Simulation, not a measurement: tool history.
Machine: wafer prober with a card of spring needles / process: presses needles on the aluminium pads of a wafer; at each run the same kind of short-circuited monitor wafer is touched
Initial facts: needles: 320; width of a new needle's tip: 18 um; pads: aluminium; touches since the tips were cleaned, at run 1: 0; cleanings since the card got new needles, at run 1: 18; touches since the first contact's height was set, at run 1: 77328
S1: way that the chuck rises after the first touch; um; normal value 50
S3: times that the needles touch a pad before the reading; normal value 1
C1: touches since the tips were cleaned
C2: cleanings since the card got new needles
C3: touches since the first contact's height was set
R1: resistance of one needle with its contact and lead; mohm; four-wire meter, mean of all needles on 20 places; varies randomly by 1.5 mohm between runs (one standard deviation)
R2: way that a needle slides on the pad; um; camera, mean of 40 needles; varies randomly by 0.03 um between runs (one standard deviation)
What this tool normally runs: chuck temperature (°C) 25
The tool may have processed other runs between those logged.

run 1 hour=0 | S1=50 chuck_temperature_(°C)=25 S3=1 | C1=0 C2=18 C3=77328 | R1=142 R2=7.33
run 2 hour=7.3 | S1=50 chuck_temperature_(°C)=25 S3=1 | C1=2731 C2=18 C3=80059 | R1=137 R2=7.31
-- hour=10.8 tips cleaned on abrasive film
run 3 hour=13.5 | S1=38 chuck_temperature_(°C)=25 S3=1 | C1=994 C2=19 C3=82330 | R1=148 R2=5.59
run 4 hour=18.1 | S1=64 chuck_temperature_(°C)=25 S3=1 | C1=2693 C2=19 C3=84029 | R1=132 R2=9.39
-- hour=21.9 tips cleaned on abrasive film
run 5 hour=24.7 | S1=64 chuck_temperature_(°C)=25 S3=1 | C1=1053 C2=20 C3=86461 | R1=130 R2=9.36
-- hour=32.8 tips cleaned on abrasive film
run 6 hour=33 | S1=65 chuck_temperature_(°C)=25 S3=1 | C1=63 C2=21 C3=89512 | R1=133 R2=9.5
run 7 hour=37.3 | S1=65 chuck_temperature_(°C)=25 S3=1 | C1=1668 C2=21 C3=91117 | R1=130 R2=9.51
-- hour=43.7 tips cleaned on abrasive film
run 8 hour=46.9 | S1=65 chuck_temperature_(°C)=25 S3=1 | C1=1222 C2=22 C3=94678 | R1=131 R2=9.53
run 9 hour=53.7 | S1=50 chuck_temperature_(°C)=86 S3=1 | C1=3744 C2=22 C3=97200 | R1=152 R2=7.35
-- hour=55 tips cleaned on abrasive film
run 10 hour=60.3 | S1=50 chuck_temperature_(°C)=86 S3=1 | C1=1949 C2=23 C3=99609 | R1=151 R2=7.31
-- hour=66.3 tips cleaned on abrasive film
run 11 hour=66.4 | S1=50 chuck_temperature_(°C)=118 S3=1 | C1=44 C2=24 C3=101876 | R1=158 R2=7.38
run 12 hour=71.1 | S1=50 chuck_temperature_(°C)=118 S3=1 | C1=1799 C2=24 C3=103631 | R1=159 R2=7.37
-- hour=77.3 tips cleaned on abrasive film
run 13 hour=79.8 | S1=50 chuck_temperature_(°C)=118 S3=1 | C1=945 C2=25 C3=106820 | R1=160 R2=7.39
run 14 hour=86.8 | S1=50 chuck_temperature_(°C)=47 S3=1 | C1=3569 C2=25 C3=109444 | R1=143 R2=7.34
-- hour=88.4 tips cleaned on abrasive film
run 15 hour=94.4 | S1=50 chuck_temperature_(°C)=47 S3=2 | C1=2225 C2=26 C3=112223 | R1=144 R2=7.44
-- hour=99.8 tips cleaned on abrasive film
run 16 hour=101.1 | S1=50 chuck_temperature_(°C)=47 S3=2 | C1=512 C2=27 C3=114703 | R1=143 R2=7.4
run 17 hour=107.8 | S1=50 chuck_temperature_(°C)=25 S3=1 | C1=2991 C2=27 C3=117182 | R1=136 R2=7.35
-- hour=110.8 tips cleaned on abrasive film
run 18 hour=113.8 | S1=41 chuck_temperature_(°C)=56 S3=2 | C1=1120 C2=28 C3=119373 | R1=152 R2=6.02
run 19 hour=120.6 | S1=59 chuck_temperature_(°C)=123 S3=2 | C1=3673 C2=28 C3=121926 | R1=151 R2=8.74
-- hour=121.8 tips cleaned on abrasive film
run 20 hour=125.9 | S1=59 chuck_temperature_(°C)=123 S3=2 | C1=1511 C2=29 C3=123850 | R1=152 R2=8.76
run 21 hour=132.5 | S1=59 chuck_temperature_(°C)=123 S3=2 | C1=3971 C2=29 C3=126310 | R1=153 R2=8.74
-- hour=133.2 tips cleaned on abrasive film
run 22 hour=139.2 | S1=59 chuck_temperature_(°C)=29 S3=2 | C1=2235 C2=30 C3=128790 | R1=134 R2=8.71
-- hour=144.4 tips cleaned on abrasive film
run 23 hour=147.4 | S1=60 chuck_temperature_(°C)=59 S3=2 | C1=1097 C2=31 C3=131794 | R1=137 R2=8.96
run 24 hour=152.7 | S1=68 chuck_temperature_(°C)=100 S3=1 | C1=3075 C2=31 C3=133772 | R1=140 R2=10.07
-- hour=155.7 tips cleaned on abrasive film
run 25 hour=158.8 | S1=68 chuck_temperature_(°C)=100 S3=1 | C1=1163 C2=32 C3=136019 | R1=144 R2=10.08
-- hour=166.9 tips cleaned on abrasive film
run 26 hour=167.5 | S1=68 chuck_temperature_(°C)=100 S3=1 | C1=245 C2=33 C3=139225 | R1=142 R2=10.1
run 27 hour=172.4 | S1=34 chuck_temperature_(°C)=84 S3=1 | C1=2058 C2=33 C3=141038 | R1=171 R2=5.08
run 28 hour=177.2 | S1=35 chuck_temperature_(°C)=95 S3=2 | C1=3857 C2=33 C3=142837 | R1=174 R2=5.25
-- hour=177.8 tips cleaned on abrasive film
run 29 hour=186.4 | S1=35 chuck_temperature_(°C)=95 S3=2 | C1=3187 C2=34 C3=146225 | R1=172 R2=5.19
-- hour=188.8 tips cleaned on abrasive film
run 30 hour=192.4 | S1=50 chuck_temperature_(°C)=86 S3=3 | C1=1337 C2=35 C3=148434 | R1=153 R2=7.46
-- hour=199.8 tips cleaned on abrasive film
run 31 hour=201.4 | S1=49 chuck_temperature_(°C)=29 S3=2 | C1=590 C2=36 C3=151733 | R1=141 R2=7.32
-- hour=210.7 tips cleaned on abrasive film
run 32 hour=211.3 | S1=49 chuck_temperature_(°C)=29 S3=2 | C1=229 C2=37 C3=155393 | R1=139 R2=7.28
run 33 hour=217.2 | S1=30 chuck_temperature_(°C)=68 S3=2 | C1=2424 C2=37 C3=157588 | R1=174 R2=4.46

What if the next run were any one of these 5? Each begins from the tool's condition after run 33:
-- hour=221.6 tips cleaned on abrasive film
run A hour=226.6 | S1=44 chuck_temperature_(°C)=82 S3=2 | C1=1874 C2=38 C3=161067 | R1=? R2=?
-- hour=221.6 tips cleaned on abrasive film
run B hour=226.6 | S1=49 chuck_temperature_(°C)=54 S3=2 | C1=1874 C2=38 C3=161067 | R1=? R2=?
-- hour=221.6 tips cleaned on abrasive film
run C hour=226.6 | S1=67 chuck_temperature_(°C)=100 S3=2 | C1=1874 C2=38 C3=161067 | R1=? R2=?
-- hour=221.6 tips cleaned on abrasive film
run D hour=226.6 | S1=31 chuck_temperature_(°C)=89 S3=1 | C1=1874 C2=38 C3=161067 | R1=? R2=?
-- hour=221.6 tips cleaned on abrasive film
run E hour=226.6 | S1=56 chuck_temperature_(°C)=68 S3=2 | C1=1874 C2=38 C3=161067 | R1=? R2=?

run=A R1=156 R2=6.64
run=B R1=143 R2=7.33
run=C R1=142 R2=10.01
run=D R1=178 R2=4.64
run=E R1=143 R2=8.42
Had the tool no hidden state, the same runs would have come out as:
run=A R1=155 R2=6.48
run=B R1=143 R2=7.16
run=C R1=142 R2=9.78
run=D R1=177 R2=4.53
run=E R1=142 R2=8.22
